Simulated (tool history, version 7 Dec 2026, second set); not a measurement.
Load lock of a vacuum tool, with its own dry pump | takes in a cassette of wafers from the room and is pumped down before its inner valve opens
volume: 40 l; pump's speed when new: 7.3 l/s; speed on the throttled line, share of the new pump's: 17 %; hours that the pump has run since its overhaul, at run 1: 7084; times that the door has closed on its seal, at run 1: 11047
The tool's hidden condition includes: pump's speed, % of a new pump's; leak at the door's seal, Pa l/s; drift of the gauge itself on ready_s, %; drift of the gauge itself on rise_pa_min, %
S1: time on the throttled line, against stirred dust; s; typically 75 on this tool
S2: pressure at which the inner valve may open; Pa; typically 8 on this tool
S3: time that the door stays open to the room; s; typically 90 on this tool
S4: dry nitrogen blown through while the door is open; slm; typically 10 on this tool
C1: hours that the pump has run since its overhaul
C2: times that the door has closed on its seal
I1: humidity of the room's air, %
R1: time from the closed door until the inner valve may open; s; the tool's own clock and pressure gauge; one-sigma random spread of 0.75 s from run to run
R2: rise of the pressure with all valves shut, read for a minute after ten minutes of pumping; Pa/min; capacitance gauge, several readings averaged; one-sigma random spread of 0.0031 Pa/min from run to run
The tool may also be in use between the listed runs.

run,hour,S1,S2,S3,S4,C1,C2,I1,R1,R2
1,0.0,75,8,90,10,7084,11047,46.3,120.7,0.112
2,50.5,75,8,31,10,7134,11165,42.4,121.3,0.083
3,101.1,75,8,31,10,7185,11283,49.0,122.2,0.082
4,174.7,75,8,31,10,7259,11454,48.8,120.1,0.078
5,288.2,75,8,90,10,7372,11718,46.7,122.6,0.113
6,378.6,75,8,90,10,7462,11929,45.3,122.5,0.120
7,480.3,75,8,90,10,7564,12166,43.3,120.6,0.116
8,585.5,75,8,90,10,7669,12410,41.5,122.3,0.116
9,634.1,75,8,90,10,7718,12524,46.9,121.4,0.126
10,719.8,75,8,90,10,7804,12723,44.6,121.8,0.118
11,773.2,75,8,46,10,7857,12848,44.2,122.1,0.100
12,883.7,75,6,90,11,7968,13105,45.8,125.0,0.123
13,956.3,75,6,90,11,8040,13274,42.5,123.7,0.115
14,1029.8,115,6,90,23,8114,13445,46.2,156.1,0.101
15,1132.4,115,12,90,23,8216,13684,43.1,152.2,0.097
16,1190.4,62,7,90,10,8274,13819,48.4,113.7,0.131
17,1247.4,148,6,206,33,8331,13951,45.1,182.3,0.119
18,1339.2,148,6,206,33,8423,14165,43.6,182.7,0.117

Alternative continuations, all from the tool just after run 18; predict every row:
A,1397.4,99,6,206,33,8481,14301,47.2,?,?
B,1397.4,83,7,206,11,8481,14301,44.4,?,?
C,1397.4,148,7,173,26,8481,14301,45.8,?,?
D,1397.4,75,8,58,29,8481,14301,44.9,?,?
E,1397.4,142,6,100,33,8481,14301,43.2,?,?

run,R1,R2
A,144.0,0.129
B,130.8,0.174
C,180.6,0.124
D,122.1,0.096
E,178.1,0.100
Take away the tool's hidden state, keep each run's random variation, and the runs would have read:
run,R1,R2
A,136.6,0.069
B,122.9,0.114
C,175.0,0.064
D,114.3,0.036
E,172.0,0.040
